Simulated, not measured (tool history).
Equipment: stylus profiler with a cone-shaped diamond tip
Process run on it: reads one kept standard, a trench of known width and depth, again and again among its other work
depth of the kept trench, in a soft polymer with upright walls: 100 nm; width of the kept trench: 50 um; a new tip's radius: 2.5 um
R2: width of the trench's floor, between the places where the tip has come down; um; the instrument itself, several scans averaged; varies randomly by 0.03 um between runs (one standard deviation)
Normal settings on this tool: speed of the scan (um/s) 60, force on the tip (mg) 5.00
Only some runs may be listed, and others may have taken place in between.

{"run": 1, "hour": 0.0, "speed of the scan (um/s)": 60, "force on the tip (mg)": 5.0, "depth of the trench (Å)": 1012.4, "R2": 48.27}
{"run": 2, "hour": 20.5, "speed of the scan (um/s)": 60, "force on the tip (mg)": 5.0, "depth of the trench (Å)": 1010.7, "R2": 48.3}
{"run": 3, "hour": 55.3, "speed of the scan (um/s)": 60, "force on the tip (mg)": 4.7, "depth of the trench (Å)": 1010.8, "R2": 48.33}
{"run": 4, "hour": 74.6, "speed of the scan (um/s)": 60, "force on the tip (mg)": 4.7, "depth of the trench (Å)": 1011.3, "R2": 48.32}
{"run": 5, "hour": 100.5, "speed of the scan (um/s)": 60, "force on the tip (mg)": 4.7, "depth of the trench (Å)": 1012.6, "R2": 48.3}
{"run": 6, "hour": 129.0, "speed of the scan (um/s)": 60, "force on the tip (mg)": 8.43, "depth of the trench (Å)": 1016.0, "R2": 48.31}
{"run": 7, "hour": 162.9, "speed of the scan (um/s)": 60, "force on the tip (mg)": 8.43, "depth of the trench (Å)": 1015.6, "R2": 48.26}
{"run": 8, "hour": 195.2, "speed of the scan (um/s)": 60, "force on the tip (mg)": 8.43, "depth of the trench (Å)": 1016.2, "R2": 48.3}
{"run": 9, "hour": 210.4, "speed of the scan (um/s)": 60, "force on the tip (mg)": 3.26, "depth of the trench (Å)": 1010.1, "R2": 48.23}
{"run": 10, "hour": 241.5, "speed of the scan (um/s)": 60, "force on the tip (mg)": 3.26, "depth of the trench (Å)": 1010.7, "R2": 48.23}
{"run": 11, "hour": 278.6, "speed of the scan (um/s)": 60, "force on the tip (mg)": 4.88, "depth of the trench (Å)": 1011.6, "R2": 48.26}
{"run": 12, "hour": 303.8, "speed of the scan (um/s)": 60, "force on the tip (mg)": 4.88, "depth of the trench (Å)": 1012.4, "R2": 48.22}
{"run": 13, "hour": 322.7, "speed of the scan (um/s)": 60, "force on the tip (mg)": 4.88, "depth of the trench (Å)": 1012.5, "R2": 48.24}
{"run": 14, "hour": 353.7, "speed of the scan (um/s)": 60, "force on the tip (mg)": 4.88, "depth of the trench (Å)": 1012.4, "R2": 48.21}
{"run": 15, "hour": 384.6, "speed of the scan (um/s)": 60, "force on the tip (mg)": 3.66, "depth of the trench (Å)": 1010.6, "R2": 48.21}
{"run": 16, "hour": 409.5, "speed of the scan (um/s)": 60, "force on the tip (mg)": 3.66, "depth of the trench (Å)": 1011.3, "R2": 48.16}
{"run": 17, "hour": 424.4, "speed of the scan (um/s)": 17, "force on the tip (mg)": 5.0, "depth of the trench (Å)": 1013.3, "R2": 48.27}
{"hour": 427.2, "done": "height scale calibrated on a step standard"}
{"run": 18, "hour": 457.4, "speed of the scan (um/s)": 17, "force on the tip (mg)": 5.0, "depth of the trench (Å)": 1013.9, "R2": 48.3}
{"run": 19, "hour": 489.4, "speed of the scan (um/s)": 17, "force on the tip (mg)": 5.0, "depth of the trench (Å)": 1013.7, "R2": 48.28}
{"run": 20, "hour": 518.7, "speed of the scan (um/s)": 20, "force on the tip (mg)": 5.0, "depth of the trench (Å)": 1015.5, "R2": 48.26}
{"run": 21, "hour": 548.2, "speed of the scan (um/s)": 20, "force on the tip (mg)": 5.0, "depth of the trench (Å)": 1014.4, "R2": 48.25}
{"run": 22, "hour": 564.3, "speed of the scan (um/s)": 20, "force on the tip (mg)": 5.0, "depth of the trench (Å)": 1014.6, "R2": 48.25}
{"run": 23, "hour": 591.1, "speed of the scan (um/s)": 20, "force on the tip (mg)": 5.0, "depth of the trench (Å)": 1014.4, "R2": 48.25}
{"hour": 609.4, "done": "height scale calibrated on a step standard, once more"}
{"run": 24, "hour": 624.2, "speed of the scan (um/s)": 38, "force on the tip (mg)": 2.88, "depth of the trench (Å)": 1008.4, "R2": 48.2}
{"run": 25, "hour": 655.0, "speed of the scan (um/s)": 38, "force on the tip (mg)": 2.88, "depth of the trench (Å)": 1006.8, "R2": 48.18}
{"run": 26, "hour": 680.0, "speed of the scan (um/s)": 79, "force on the tip (mg)": 3.46, "depth of the trench (Å)": 1007.4, "R2": 48.1}
{"run": 27, "hour": 698.2, "speed of the scan (um/s)": 79, "force on the tip (mg)": 3.46, "depth of the trench (Å)": 1008.2, "R2": 48.09}
{"run": 28, "hour": 714.6, "speed of the scan (um/s)": 41, "force on the tip (mg)": 7.6, "depth of the trench (Å)": 1013.6, "R2": 48.17}
{"run": 29, "hour": 729.8, "speed of the scan (um/s)": 34, "force on the tip (mg)": 9.06, "depth of the trench (Å)": 1016.4, "R2": 48.24}
{"run": 30, "hour": 752.6, "speed of the scan (um/s)": 60, "force on the tip (mg)": 3.27, "depth of the trench (Å)": 1008.1, "R2": 48.11}
{"run": 31, "hour": 770.6, "speed of the scan (um/s)": 24, "force on the tip (mg)": 8.43, "depth of the trench (Å)": 1014.8, "R2": 48.21}
{"run": 32, "hour": 798.4, "speed of the scan (um/s)": 226, "force on the tip (mg)": 11.31, "depth of the trench (Å)": 1017.9, "R2": 47.93}
{"run": 33, "hour": 818.4, "speed of the scan (um/s)": 60, "force on the tip (mg)": 4.84, "depth of the trench (Å)": 1011.2, "R2": 48.11}
{"run": 34, "hour": 835.8, "speed of the scan (um/s)": 97, "force on the tip (mg)": 9.22, "depth of the trench (Å)": 1016.5, "R2": 48.11}
{"run": 35, "hour": 869.7, "speed of the scan (um/s)": 60, "force on the tip (mg)": 2.52, "depth of the trench (Å)": 1006.8, "R2": 48.01}
{"run": 36, "hour": 906.6, "speed of the scan (um/s)": 169, "force on the tip (mg)": 5.0, "depth of the trench (Å)": 1010.4, "R2": 47.84}
{"run": 37, "hour": 924.8, "speed of the scan (um/s)": 20, "force on the tip (mg)": 7.15, "depth of the trench (Å)": 1014.1, "R2": 48.21}
{"run": 38, "hour": 946.1, "speed of the scan (um/s)": 20, "force on the tip (mg)": 7.15, "depth of the trench (Å)": 1013.4, "R2": 48.2}
{"run": 39, "hour": 980.5, "speed of the scan (um/s)": 169, "force on the tip (mg)": 3.78, "depth of the trench (Å)": 1009.3, "R2": 47.78}
{"run": 40, "hour": 1007.8, "speed of the scan (um/s)": 169, "force on the tip (mg)": 3.78, "depth of the trench (Å)": 1009.3, "R2": 47.77}
{"run": 41, "hour": 1041.8, "speed of the scan (um/s)": 169, "force on the tip (mg)": 3.78, "depth of the trench (Å)": 1009.6, "R2": 47.75}
{"run": 42, "hour": 1078.8, "speed of the scan (um/s)": 169, "force on the tip (mg)": 3.78, "depth of the trench (Å)": 1010.4, "R2": 47.81}
{"run": 43, "hour": 1108.7, "speed of the scan (um/s)": 30, "force on the tip (mg)": 9.37, "depth of the trench (Å)": 1017.1, "R2": 48.13}
{"run": 44, "hour": 1144.1, "speed of the scan (um/s)": 142, "force on the tip (mg)": 10.47, "depth of the trench (Å)": 1018.2, "R2": 47.93}
{"run": 45, "hour": 1168.9, "speed of the scan (um/s)": 28, "force on the tip (mg)": 10.47, "depth of the trench (Å)": 1017.9, "R2": 48.19}
{"run": 46, "hour": 1205.0, "speed of the scan (um/s)": 36, "force on the tip (mg)": 1.85, "depth of the trench (Å)": 1006.9, "R2": 48.07}

For each run, the measured value with the value that run would have given without the tool's hidden condition subtracted. The run-to-run variation is shared by both, the gauge scatter possibly not:
Hidden state at play: radius of the tip, um; height scale over the true one, %; drift of the gauge itself on depth_nm, %; drift of the gauge itself on floor_um, %.
run=1 depth_of_the_trench_(Å)=+1.3 R2=-0.16
run=2 depth_of_the_trench_(Å)=+1.3 R2=-0.17
run=3 depth_of_the_trench_(Å)=+1.4 R2=-0.18
run=4 depth_of_the_trench_(Å)=+1.4 R2=-0.18
run=5 depth_of_the_trench_(Å)=+1.5 R2=-0.19
run=6 depth_of_the_trench_(Å)=+1.5 R2=-0.19
run=7 depth_of_the_trench_(Å)=+1.6 R2=-0.20
run=8 depth_of_the_trench_(Å)=+1.8 R2=-0.21
run=9 depth_of_the_trench_(Å)=+1.8 R2=-0.21
run=10 depth_of_the_trench_(Å)=+1.9 R2=-0.22
run=11 depth_of_the_trench_(Å)=+1.9 R2=-0.23
run=12 depth_of_the_trench_(Å)=+2.0 R2=-0.23
run=13 depth_of_the_trench_(Å)=+2.0 R2=-0.23
run=14 depth_of_the_trench_(Å)=+2.1 R2=-0.25
run=15 depth_of_the_trench_(Å)=+2.1 R2=-0.25
run=16 depth_of_the_trench_(Å)=+2.2 R2=-0.26
run=17 depth_of_the_trench_(Å)=+2.2 R2=-0.27
run=18 depth_of_the_trench_(Å)=+3.9 R2=-0.27
run=19 depth_of_the_trench_(Å)=+3.9 R2=-0.28
run=20 depth_of_the_trench_(Å)=+4.0 R2=-0.28
run=21 depth_of_the_trench_(Å)=+4.0 R2=-0.29
run=22 depth_of_the_trench_(Å)=+4.0 R2=-0.30
run=23 depth_of_the_trench_(Å)=+4.1 R2=-0.30
run=24 depth_of_the_trench_(Å)=+0.1 R2=-0.31
run=25 depth_of_the_trench_(Å)=+0.1 R2=-0.32
run=26 depth_of_the_trench_(Å)=+0.2 R2=-0.33
run=27 depth_of_the_trench_(Å)=+0.2 R2=-0.33
run=28 depth_of_the_trench_(Å)=+0.3 R2=-0.33
run=29 depth_of_the_trench_(Å)=+0.3 R2=-0.34
run=30 depth_of_the_trench_(Å)=+0.3 R2=-0.34
run=31 depth_of_the_trench_(Å)=+0.4 R2=-0.34
run=32 depth_of_the_trench_(Å)=+0.4 R2=-0.35
run=33 depth_of_the_trench_(Å)=+0.5 R2=-0.35
run=34 depth_of_the_trench_(Å)=+0.5 R2=-0.36
run=35 depth_of_the_trench_(Å)=+0.6 R2=-0.37
run=36 depth_of_the_trench_(Å)=+0.7 R2=-0.38
run=37 depth_of_the_trench_(Å)=+0.8 R2=-0.38
run=38 depth_of_the_trench_(Å)=+0.8 R2=-0.38
run=39 depth_of_the_trench_(Å)=+0.9 R2=-0.40
run=40 depth_of_the_trench_(Å)=+0.9 R2=-0.40
run=41 depth_of_the_trench_(Å)=+1.0 R2=-0.41
run=42 depth_of_the_trench_(Å)=+1.1 R2=-0.42
run=43 depth_of_the_trench_(Å)=+1.2 R2=-0.42
run=44 depth_of_the_trench_(Å)=+1.2 R2=-0.43
run=45 depth_of_the_trench_(Å)=+1.3 R2=-0.43
run=46 depth_of_the_trench_(Å)=+1.4 R2=-0.44
